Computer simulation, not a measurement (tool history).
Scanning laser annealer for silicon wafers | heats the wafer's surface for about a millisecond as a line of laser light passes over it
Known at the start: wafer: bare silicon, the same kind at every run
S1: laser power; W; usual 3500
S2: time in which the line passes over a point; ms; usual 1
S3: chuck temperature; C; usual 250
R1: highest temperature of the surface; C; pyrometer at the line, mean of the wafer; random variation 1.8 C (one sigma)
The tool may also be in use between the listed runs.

| run | day | S1 | S2 | S3 | R1 |
|---|---|---|---|---|---|
| 1 | 0 | 3500 | 1 | 250 | 1011 |
| 2 | 1.721 | 3500 | 1 | 250 | 1013 |
| 3 | 4.033 | 3500 | 1 | 250 | 1012 |
| 4 | 7.008 | 3500 | 1 | 250 | 1002 |
| 5 | 9.462 | 3500 | 1 | 250 | 1002 |
| 6 | 11.512 | 3500 | 1 | 250 | 1000 |
| 7 | 13.883 | 3034 | 1.2 | 273 | 994 |
| 8 | 15.65 | 3034 | 1.2 | 288 | 1007 |
| 9 | 18.638 | 3034 | 1.2 | 288 | 1006 |
| 10 | 20.592 | 3754 | 0.9 | 250 | 997 |
|  | 22.692 | window over the wafer cleaned |
| 11 | 22.996 | 3754 | 0.9 | 250 | 1024 |

Forecast each of these 4 alternatives for the next run:
| A | 26.025 | 3078 | 0.94 | 238 | ? |
| B | 26.025 | 3754 | 0.97 | 250 | ? |
| C | 26.025 | 3754 | 0.9 | 220 | ? |
| D | 26.025 | 3109 | 0.79 | 250 | ? |

| run | R1 |
|---|---|
| A | 890 |
| B | 1060 |
| C | 989 |
| D | 842 |
Without the tool's hidden state the same runs would have given:
| run | R1 |
|---|---|
| A | 895 |
| B | 1066 |
| C | 996 |
| D | 847 |
